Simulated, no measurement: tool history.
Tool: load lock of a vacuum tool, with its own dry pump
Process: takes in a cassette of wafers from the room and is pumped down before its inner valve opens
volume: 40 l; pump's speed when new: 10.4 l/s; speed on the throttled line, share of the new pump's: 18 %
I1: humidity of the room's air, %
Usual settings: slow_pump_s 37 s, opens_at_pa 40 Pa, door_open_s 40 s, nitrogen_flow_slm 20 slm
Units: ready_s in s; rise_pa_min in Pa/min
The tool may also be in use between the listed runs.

Run 1, hour 0.0: usual settings; I1 41.5. Result: ready_s 62.4 s, rise_pa_min 0.066 Pa/min.
Run 2, hour 274.7: usual settings; I1 46.3. Result: ready_s 62.3 s, rise_pa_min 0.075 Pa/min.
Run 3, hour 484.5: usual settings; I1 42.9. Result: ready_s 62.6 s, rise_pa_min 0.068 Pa/min.
Run 4, hour 780.2: usual settings but nitrogen_flow_slm 22 slm; I1 45.9. Result: ready_s 62.6 s, rise_pa_min 0.076 Pa/min.
Run 5, hour 1028.2: usual settings but slow_pump_s 62 s; I1 46.5. Result: ready_s 82.8 s, rise_pa_min 0.080 Pa/min.
Run 6, hour 1353.1: usual settings but slow_pump_s 62 s; I1 43.1. Result: ready_s 82.4 s, rise_pa_min 0.080 Pa/min.
Run 7, hour 1558.7: usual settings but slow_pump_s 58 s, nitrogen_flow_slm 7 slm; I1 44.1. Result: ready_s 79.6 s, rise_pa_min 0.090 Pa/min.
Run 8, hour 1975.3: usual settings but slow_pump_s 66 s; I1 46.4. Result: ready_s 86.1 s, rise_pa_min 0.082 Pa/min.
Run 9, hour 2351.9: usual settings but slow_pump_s 40 s, door_open_s 29 s, nitrogen_flow_slm 35 slm; I1 46.1. Result: ready_s 65.5 s, rise_pa_min 0.077 Pa/min.
Run 10, hour 2570.5: usual settings but slow_pump_s 42 s, opens_at_pa 63 Pa, door_open_s 70 s, nitrogen_flow_slm 36 slm; I1 45.2. Result: ready_s 65.1 s, rise_pa_min 0.090 Pa/min.
Run 11, hour 2776.6: usual settings but slow_pump_s 42 s, opens_at_pa 63 Pa, door_open_s 70 s, nitrogen_flow_slm 36 slm; I1 43.1. Result: ready_s 65.4 s, rise_pa_min 0.096 Pa/min.
Run 12, hour 3161.2: usual settings but slow_pump_s 20 s, opens_at_pa 50 Pa, door_open_s 47 s, nitrogen_flow_slm 36 slm; I1 45.2. Result: ready_s 48.9 s, rise_pa_min 0.096 Pa/min.

Forecast each of these 4 alternatives for the next run:
At hour 3389.9: dry pump taken out, an overhauled one fitted.
Run A, hour 3580.5: usual settings but slow_pump_s 58 s, opens_at_pa 70 Pa, door_open_s 134 s, nitrogen_flow_slm 36 slm; I1 42.0. Result: ready_s ?, rise_pa_min ?.
At hour 3389.9: dry pump taken out, an overhauled one fitted.
Run B, hour 3580.5: usual settings but slow_pump_s 74 s, opens_at_pa 71 Pa, door_open_s 75 s, nitrogen_flow_slm 36 slm; I1 44.9. Result: ready_s ?, rise_pa_min ?.
At hour 3389.9: dry pump taken out, an overhauled one fitted.
Run C, hour 3580.5: usual settings but slow_pump_s 32 s, opens_at_pa 29 Pa; I1 43.8. Result: ready_s ?, rise_pa_min ?.
At hour 3389.9: dry pump taken out, an overhauled one fitted.
Run D, hour 3580.5: usual settings but slow_pump_s 39 s, opens_at_pa 73 Pa, door_open_s 47 s, nitrogen_flow_slm 36 slm; I1 48.9. Result: ready_s ?, rise_pa_min ?.

run  ready_s  rise_pa_min
  A     75.8        0.116
  B     88.8        0.107
  C     57.8        0.094
  D     59.9        0.097
Without the tool's hidden state the same runs would have given:
run  ready_s  rise_pa_min
  A     75.6        0.055
  B     88.7        0.046
  C     57.6        0.032
  D     59.7        0.036
